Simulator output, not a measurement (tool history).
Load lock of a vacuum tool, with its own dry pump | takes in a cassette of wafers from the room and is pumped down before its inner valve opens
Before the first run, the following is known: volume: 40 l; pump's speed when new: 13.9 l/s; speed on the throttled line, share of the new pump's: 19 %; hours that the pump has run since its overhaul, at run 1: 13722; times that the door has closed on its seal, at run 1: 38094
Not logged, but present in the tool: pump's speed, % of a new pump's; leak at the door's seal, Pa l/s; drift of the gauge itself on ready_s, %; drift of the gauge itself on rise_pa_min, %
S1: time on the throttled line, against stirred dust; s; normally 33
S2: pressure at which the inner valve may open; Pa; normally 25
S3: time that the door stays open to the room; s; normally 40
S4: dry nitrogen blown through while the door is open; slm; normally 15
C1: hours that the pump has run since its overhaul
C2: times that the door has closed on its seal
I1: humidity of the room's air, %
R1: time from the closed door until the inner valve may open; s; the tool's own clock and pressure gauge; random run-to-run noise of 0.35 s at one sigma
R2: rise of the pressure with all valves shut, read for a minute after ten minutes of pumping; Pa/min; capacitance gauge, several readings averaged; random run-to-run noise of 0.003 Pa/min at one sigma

Run 1, hour 0.0: usual settings; C1 13722; C2 38094; I1 43.7. Result: R1 51.9 s, R2 0.211 Pa/min.
Run 2, hour 374.9: usual settings; C1 14097; C2 39013; I1 47.0. Result: R1 51.7 s, R2 0.228 Pa/min.
Run 3, hour 870.0: usual settings but S2 31 Pa; C1 14592; C2 40226; I1 41.6. Result: R1 51.9 s, R2 0.235 Pa/min.
Run 4, hour 1300.7: usual settings; C1 15023; C2 41282; I1 43.1. Result: R1 51.8 s, R2 0.243 Pa/min.
Run 5, hour 1663.4: usual settings but S4 4 slm; C1 15385; C2 42172; I1 42.0. Result: R1 52.4 s, R2 0.258 Pa/min.
Run 6, hour 1955.2: usual settings but S2 28 Pa; C1 15677; C2 42887; I1 45.3. Result: R1 51.8 s, R2 0.255 Pa/min.
Run 7, hour 2499.0: usual settings but S1 30 s, S2 23 Pa, S3 110 s, S4 9 slm; C1 16221; C2 44220; I1 43.6. Result: R1 50.2 s, R2 0.277 Pa/min.
Run 8, hour 3012.6: usual settings but S1 30 s, S2 23 Pa, S3 124 s, S4 4 slm; C1 16734; C2 45479; I1 43.7. Result: R1 50.2 s, R2 0.305 Pa/min.

Predict the results of run 9:
Run 9, hour 3458.4: usual settings but S2 39 Pa, S3 76 s, S4 28 slm; C1 17180; C2 46572; I1 46.8. Result: R1 ?, R2 ?.

Run 9 produced R1 50.8 s, R2 0.279 Pa/min.
With the hidden condition absent and the run-to-run variation left alone, this run would have shown R1 49.4 s, R2 0.018 Pa/min.

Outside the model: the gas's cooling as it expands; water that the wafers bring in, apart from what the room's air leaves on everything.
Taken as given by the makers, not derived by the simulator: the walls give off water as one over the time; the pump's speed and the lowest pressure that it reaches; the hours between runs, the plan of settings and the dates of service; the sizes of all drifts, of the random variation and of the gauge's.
